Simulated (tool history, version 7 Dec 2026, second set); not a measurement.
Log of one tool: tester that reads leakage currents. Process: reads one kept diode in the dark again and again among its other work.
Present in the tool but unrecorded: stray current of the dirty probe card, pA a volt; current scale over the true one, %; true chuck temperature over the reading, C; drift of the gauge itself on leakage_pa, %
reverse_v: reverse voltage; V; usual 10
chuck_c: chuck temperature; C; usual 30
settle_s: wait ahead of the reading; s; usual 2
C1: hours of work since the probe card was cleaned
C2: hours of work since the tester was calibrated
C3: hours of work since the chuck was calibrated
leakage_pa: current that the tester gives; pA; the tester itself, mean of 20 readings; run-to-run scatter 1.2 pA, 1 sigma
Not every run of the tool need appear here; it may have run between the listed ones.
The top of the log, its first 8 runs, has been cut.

{"run": 9, "hour": 181.4, "reverse_v": 10, "chuck_c": 30, "settle_s": 2, "C1": 906, "C2": 949, "C3": 385, "leakage_pa": 389.82}
{"run": 10, "hour": 201.0, "reverse_v": 10, "chuck_c": 30, "settle_s": 2, "C1": 919, "C2": 962, "C3": 399, "leakage_pa": 390.92}
{"run": 11, "hour": 223.9, "reverse_v": 10, "chuck_c": 30, "settle_s": 2, "C1": 935, "C2": 977, "C3": 414, "leakage_pa": 389.79}
{"run": 12, "hour": 250.8, "reverse_v": 10, "chuck_c": 30, "settle_s": 0.73, "C1": 953, "C2": 996, "C3": 432, "leakage_pa": 388.6}
{"run": 13, "hour": 275.8, "reverse_v": 10, "chuck_c": 30, "settle_s": 0.73, "C1": 970, "C2": 1012, "C3": 449, "leakage_pa": 392.41}
{"run": 14, "hour": 301.4, "reverse_v": 10, "chuck_c": 30, "settle_s": 0.54, "C1": 987, "C2": 1030, "C3": 466, "leakage_pa": 394.31}
{"run": 15, "hour": 326.4, "reverse_v": 10, "chuck_c": 30, "settle_s": 0.54, "C1": 1004, "C2": 1046, "C3": 483, "leakage_pa": 391.2}
{"run": 16, "hour": 350.8, "reverse_v": 10, "chuck_c": 30, "settle_s": 0.54, "C1": 1020, "C2": 1063, "C3": 499, "leakage_pa": 391.63}
{"run": 17, "hour": 385.8, "reverse_v": 10, "chuck_c": 30, "settle_s": 0.54, "C1": 1044, "C2": 1086, "C3": 523, "leakage_pa": 391.24}
{"run": 18, "hour": 401.3, "reverse_v": 10, "chuck_c": 30, "settle_s": 0.54, "C1": 1054, "C2": 1097, "C3": 533, "leakage_pa": 391.43}
{"run": 19, "hour": 436.5, "reverse_v": 10, "chuck_c": 42, "settle_s": 2, "C1": 1078, "C2": 1121, "C3": 557, "leakage_pa": 902.2}
{"run": 20, "hour": 467.0, "reverse_v": 10, "chuck_c": 30, "settle_s": 2, "C1": 1099, "C2": 1141, "C3": 578, "leakage_pa": 391.46}
{"run": 21, "hour": 487.2, "reverse_v": 8.9, "chuck_c": 30, "settle_s": 1.96, "C1": 1112, "C2": 1155, "C3": 591, "leakage_pa": 365.29}
{"run": 22, "hour": 502.3, "reverse_v": 6.4, "chuck_c": 57, "settle_s": 0.36, "C1": 1122, "C2": 1165, "C3": 601, "leakage_pa": 1806.89}

Run 23 has not been measured yet. What should we expect?
{"run": 23, "hour": 524.4, "reverse_v": 6.4, "chuck_c": 57, "settle_s": 0.36, "C1": 1137, "C2": 1180, "C3": 616, "leakage_pa": "?"}

{"run 23": {"leakage_pa": 1803.96}}
Minus the tool's unlogged condition, the same run would have read leakage_pa 1804.88 pA.
